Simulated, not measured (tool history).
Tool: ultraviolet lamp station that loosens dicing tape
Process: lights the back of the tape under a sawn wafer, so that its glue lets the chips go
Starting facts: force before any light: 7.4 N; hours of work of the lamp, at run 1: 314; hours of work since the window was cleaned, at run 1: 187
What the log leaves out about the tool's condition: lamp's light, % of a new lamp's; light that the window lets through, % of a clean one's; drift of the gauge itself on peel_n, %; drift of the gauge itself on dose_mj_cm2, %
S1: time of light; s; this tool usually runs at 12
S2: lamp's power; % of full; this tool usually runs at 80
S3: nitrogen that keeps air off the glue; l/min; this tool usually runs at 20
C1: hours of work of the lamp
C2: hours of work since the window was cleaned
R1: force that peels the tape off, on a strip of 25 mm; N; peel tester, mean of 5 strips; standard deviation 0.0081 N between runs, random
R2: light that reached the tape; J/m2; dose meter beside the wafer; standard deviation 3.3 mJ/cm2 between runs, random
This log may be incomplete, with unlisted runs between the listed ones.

run 1 hour=0 | S1=12 S2=80 S3=20 | C1=314 C2=187 | R1=0.524 R2=4390
run 2 hour=58.9 | S1=13 S2=80 S3=20 | C1=340 C2=213 | R1=0.45 R2=4580
run 3 hour=93.7 | S1=12 S2=80 S3=34 | C1=356 C2=228 | R1=0.363 R2=4220
run 4 hour=125.4 | S1=12 S2=80 S3=20 | C1=370 C2=242 | R1=0.588 R2=4220
run 5 hour=172.7 | S1=12 S2=80 S3=20 | C1=390 C2=263 | R1=0.614 R2=4130
-- hour=196.2 window cleaned of glue's vapour
run 6 hour=205.7 | S1=12 S2=80 S3=6 | C1=405 C2=4 | R1=1.658 R2=3910
run 7 hour=233.2 | S1=12 S2=80 S3=6 | C1=417 C2=16 | R1=1.687 R2=3880
run 8 hour=266 | S1=12 S2=80 S3=6 | C1=431 C2=31 | R1=1.73 R2=3870
run 9 hour=299.2 | S1=12 S2=80 S3=6 | C1=446 C2=45 | R1=1.762 R2=3820
run 10 hour=336.9 | S1=12 S2=80 S3=6 | C1=463 C2=62 | R1=1.864 R2=3710
run 11 hour=398.6 | S1=12 S2=80 S3=6 | C1=490 C2=89 | R1=1.864 R2=3710
run 12 hour=446.1 | S1=12 S2=80 S3=6 | C1=511 C2=110 | R1=1.949 R2=3580
run 13 hour=493.5 | S1=13 S2=80 S3=20 | C1=532 C2=131 | R1=0.713 R2=3810
run 14 hour=552.5 | S1=12 S2=80 S3=20 | C1=558 C2=157 | R1=0.931 R2=3420
-- hour=597.8 window cleaned of glue's vapour, once more
run 15 hour=601.4 | S1=12 S2=80 S3=20 | C1=579 C2=2 | R1=0.526 R2=4400
run 16 hour=660.3 | S1=9 S2=80 S3=20 | C1=605 C2=28 | R1=1.04 R2=3200
run 17 hour=701.4 | S1=9 S2=80 S3=20 | C1=623 C2=46 | R1=1.062 R2=3140
run 18 hour=747 | S1=9 S2=80 S3=20 | C1=643 C2=66 | R1=1.079 R2=3100
run 19 hour=796.3 | S1=9 S2=64 S3=19 | C1=665 C2=88 | R1=1.661 R2=2460
run 20 hour=863.9 | S1=12 S2=93 S3=20 | C1=695 C2=117 | R1=0.48 R2=4590
run 21 hour=908.6 | S1=12 S2=69 S3=33 | C1=714 C2=137 | R1=0.633 R2=3340
run 22 hour=955.3 | S1=10 S2=63 S3=20 | C1=735 C2=158 | R1=1.509 R2=2480
run 23 hour=1007.2 | S1=15 S2=88 S3=33 | C1=758 C2=180 | R1=0.215 R2=5150
run 24 hour=1041.9 | S1=15 S2=88 S3=33 | C1=773 C2=196 | R1=0.238 R2=5020
run 25 hour=1070.6 | S1=15 S2=88 S3=33 | C1=786 C2=208 | R1=0.241 R2=4960
run 26 hour=1127.2 | S1=11 S2=95 S3=34 | C1=811 C2=233 | R1=0.444 R2=3860
run 27 hour=1158.6 | S1=11 S2=62 S3=13 | C1=825 C2=247 | R1=2.007 R2=2490
-- hour=1213.1 window cleaned of glue's vapour
run 28 hour=1213.1 | S1=11 S2=62 S3=13 | C1=848 C2=0 | R1=1.7 R2=2820
run 29 hour=1267.2 | S1=8 S2=86 S3=13 | C1=872 C2=24 | R1=1.703 R2=2790
run 30 hour=1319.1 | S1=8 S2=86 S3=13 | C1=895 C2=47 | R1=1.748 R2=2750
run 31 hour=1359.2 | S1=8 S2=86 S3=27 | C1=913 C2=64 | R1=1.219 R2=2670
run 32 hour=1397.2 | S1=13 S2=89 S3=11 | C1=930 C2=81 | R1=0.895 R2=4420
run 33 hour=1454.9 | S1=19 S2=67 S3=6 | C1=955 C2=107 | R1=1.23 R2=4720
run 34 hour=1506.8 | S1=19 S2=67 S3=21 | C1=978 C2=130 | R1=0.438 R2=4670
-- hour=1546 lamp changed
run 35 hour=1564.1 | S1=7 S2=85 S3=21 | C1=8 C2=154 | R1=1.084 R2=3070
run 36 hour=1606.2 | S1=7 S2=85 S3=12 | C1=27 C2=173 | R1=1.666 R2=2960

4 options for the next run, each taken on its own from the tool as it stands now. Forecast them:
run A hour=1674.1 | S1=24 S2=85 S3=10 | C1=57 C2=203 | R1=? R2=?
run B hour=1674.1 | S1=9 S2=78 S3=20 | C1=57 C2=203 | R1=? R2=?
run C hour=1674.1 | S1=14 S2=80 S3=20 | C1=57 C2=203 | R1=? R2=?
run D hour=1674.1 | S1=15 S2=68 S3=10 | C1=57 C2=203 | R1=? R2=?

run=A R1=0.135 R2=9850
run=B R1=0.875 R2=3400
run=C R1=0.3 R2=5420
run=D R1=0.769 R2=5010
Without the tool's hidden state the same runs would have given:
run=A R1=0.104 R2=11220
run=B R1=0.664 R2=3880
run=C R1=0.213 R2=6180
run=D R1=0.574 R2=5710

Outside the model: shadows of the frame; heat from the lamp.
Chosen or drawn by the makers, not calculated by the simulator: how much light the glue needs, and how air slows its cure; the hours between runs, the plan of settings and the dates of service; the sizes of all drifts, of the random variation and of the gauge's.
